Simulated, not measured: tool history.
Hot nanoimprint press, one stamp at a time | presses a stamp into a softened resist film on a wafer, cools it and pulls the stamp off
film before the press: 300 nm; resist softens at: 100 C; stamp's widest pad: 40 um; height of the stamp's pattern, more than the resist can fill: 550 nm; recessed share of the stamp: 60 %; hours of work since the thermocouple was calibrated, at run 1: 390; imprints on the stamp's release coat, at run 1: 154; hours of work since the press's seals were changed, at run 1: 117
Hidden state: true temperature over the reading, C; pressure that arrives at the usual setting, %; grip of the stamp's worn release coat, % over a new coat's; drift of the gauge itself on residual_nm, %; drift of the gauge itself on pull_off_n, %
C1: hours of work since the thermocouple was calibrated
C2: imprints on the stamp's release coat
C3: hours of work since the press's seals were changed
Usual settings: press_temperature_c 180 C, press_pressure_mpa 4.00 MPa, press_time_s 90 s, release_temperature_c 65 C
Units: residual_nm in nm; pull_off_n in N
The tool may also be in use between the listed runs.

Run 1, hour 0.0: usual settings; C1 390; C2 154; C3 117. Result: residual_nm 153.1 nm, pull_off_n 240 N.
Run 2, hour 12.7: usual settings but press_temperature_c 185 C; C1 396; C2 178; C3 122. Result: residual_nm 127.0 nm, pull_off_n 237 N.
Run 3, hour 30.3: usual settings but press_temperature_c 185 C; C1 403; C2 212; C3 130. Result: residual_nm 126.8 nm, pull_off_n 241 N.
Run 4, hour 48.7: usual settings but press_temperature_c 185 C, release_temperature_c 64 C; C1 411; C2 247; C3 137. Result: residual_nm 124.7 nm, pull_off_n 242 N.
Run 5, hour 61.0: usual settings but press_temperature_c 185 C, release_temperature_c 64 C; C1 416; C2 270; C3 143. Result: residual_nm 126.3 nm, pull_off_n 243 N.
Run 6, hour 78.1: usual settings but press_temperature_c 173 C; C1 423; C2 303; C3 150. Result: residual_nm 200.2 nm, pull_off_n 244 N.
Run 7, hour 90.6: usual settings but press_temperature_c 173 C; C1 429; C2 327; C3 155. Result: residual_nm 202.3 nm, pull_off_n 245 N.
Run 8, hour 106.8: usual settings; C1 436; C2 357; C3 162. Result: residual_nm 155.3 nm, pull_off_n 247 N.
Run 9, hour 129.4: usual settings; C1 445; C2 400; C3 172. Result: residual_nm 154.3 nm, pull_off_n 242 N.
Run 10, hour 148.2: usual settings but press_temperature_c 188 C; C1 453; C2 436; C3 180. Result: residual_nm 110.6 nm, pull_off_n 250 N.
Run 11, hour 166.3: usual settings but press_temperature_c 188 C; C1 461; C2 471; C3 187. Result: residual_nm 111.7 nm, pull_off_n 250 N.
Run 12, hour 187.3: usual settings but release_temperature_c 64 C; C1 470; C2 511; C3 196. Result: residual_nm 158.0 nm, pull_off_n 250 N.
Run 13, hour 198.2: usual settings but release_temperature_c 64 C; C1 474; C2 532; C3 201. Result: residual_nm 157.1 nm, pull_off_n 257 N.
Run 14, hour 220.5: usual settings but release_temperature_c 64 C; C1 484; C2 574; C3 210. Result: residual_nm 156.0 nm, pull_off_n 250 N.
Run 15, hour 241.2: usual settings but release_temperature_c 64 C; C1 493; C2 614; C3 219. Result: residual_nm 157.5 nm, pull_off_n 257 N.
At hour 246.1: plate thermocouple calibrated.
Run 16, hour 265.7: usual settings but press_temperature_c 175 C, press_pressure_mpa 4.15 MPa, press_time_s 50 s, release_temperature_c 66 C; C1 8; C2 655; C3 228. Result: residual_nm 219.6 nm, pull_off_n 247 N.
Run 17, hour 289.0: usual settings but press_temperature_c 175 C, press_pressure_mpa 4.15 MPa, press_time_s 121 s, release_temperature_c 66 C; C1 18; C2 699; C3 238. Result: residual_nm 175.7 nm, pull_off_n 246 N.
Run 18, hour 301.2: usual settings but release_temperature_c 71 C; C1 23; C2 722; C3 243. Result: residual_nm 159.1 nm, pull_off_n 246 N.
Run 19, hour 322.6: usual settings but release_temperature_c 71 C; C1 32; C2 763; C3 252. Result: residual_nm 161.0 nm, pull_off_n 240 N.
At hour 345.5: plate thermocouple calibrated, once more.
Run 20, hour 346.9: usual settings but release_temperature_c 71 C; C1 1; C2 803; C3 261. Result: residual_nm 144.4 nm, pull_off_n 237 N.
Run 21, hour 367.4: usual settings but release_temperature_c 71 C; C1 9; C2 842; C3 270. Result: residual_nm 144.5 nm, pull_off_n 242 N.
At hour 380.9: stamp cleaned and given a new release coat.
Run 22, hour 383.9: usual settings but press_temperature_c 190 C, press_time_s 87 s; C1 14; C2 5; C3 274. Result: residual_nm 96.7 nm, pull_off_n 229 N.
Run 23, hour 400.7: usual settings but press_temperature_c 170 C, release_temperature_c 62 C; C1 21; C2 37; C3 281. Result: residual_nm 212.4 nm, pull_off_n 234 N.
Run 24, hour 412.4: usual settings but press_temperature_c 187 C, press_pressure_mpa 4.79 MPa; C1 26; C2 60; C3 286. Result: residual_nm 97.6 nm, pull_off_n 232 N.
Run 25, hour 435.5: usual settings but release_temperature_c 56 C; C1 36; C2 104; C3 296. Result: residual_nm 144.5 nm, pull_off_n 255 N.
Run 26, hour 446.0: usual settings but press_temperature_c 185 C, press_time_s 131 s, release_temperature_c 52 C; C1 40; C2 124; C3 301. Result: residual_nm 103.4 nm, pull_off_n 252 N.
Run 27, hour 462.3: usual settings but press_temperature_c 185 C, press_time_s 131 s, release_temperature_c 52 C; C1 47; C2 155; C3 308. Result: residual_nm 103.4 nm, pull_off_n 258 N.
Run 28, hour 472.6: usual settings but press_temperature_c 178 C, press_pressure_mpa 2.84 MPa, press_time_s 81 s, release_temperature_c 59 C; C1 51; C2 174; C3 312. Result: residual_nm 189.6 nm, pull_off_n 244 N.
Run 29, hour 484.6: usual settings but press_temperature_c 178 C, press_pressure_mpa 2.84 MPa, press_time_s 81 s, release_temperature_c 59 C; C1 56; C2 197; C3 317. Result: residual_nm 191.1 nm, pull_off_n 250 N.
Run 30, hour 497.8: usual settings but press_temperature_c 178 C, press_pressure_mpa 2.84 MPa, press_time_s 151 s, release_temperature_c 59 C; C1 62; C2 222; C3 323. Result: residual_nm 159.0 nm, pull_off_n 249 N.

The same runs without the tool's hidden state, with the same run-to-run variation:
run  residual_nm  pull_off_n
  1        144.6         233
  2        119.8         229
  3        119.5         232
  4        117.3         232
  5        118.9         232
  6        189.8         232
  7        191.8         233
  8        145.9         233
  9        144.8         228
 10        103.5         233
 11        104.5         232
 12        147.8         231
 13        146.9         237
 14        145.7         230
 15        146.9         235
 16        204.4         224
 17        159.8         222
 18        144.5         221
 19        146.3         214
 20        145.2         215
 21        145.2         218
 22         97.0         230
 23        213.0         233
 24         97.6         231
 25        144.6         252
 26        103.3         249
 27        103.3         254
 28        189.7         239
 29        191.1         244
 30        158.9         243

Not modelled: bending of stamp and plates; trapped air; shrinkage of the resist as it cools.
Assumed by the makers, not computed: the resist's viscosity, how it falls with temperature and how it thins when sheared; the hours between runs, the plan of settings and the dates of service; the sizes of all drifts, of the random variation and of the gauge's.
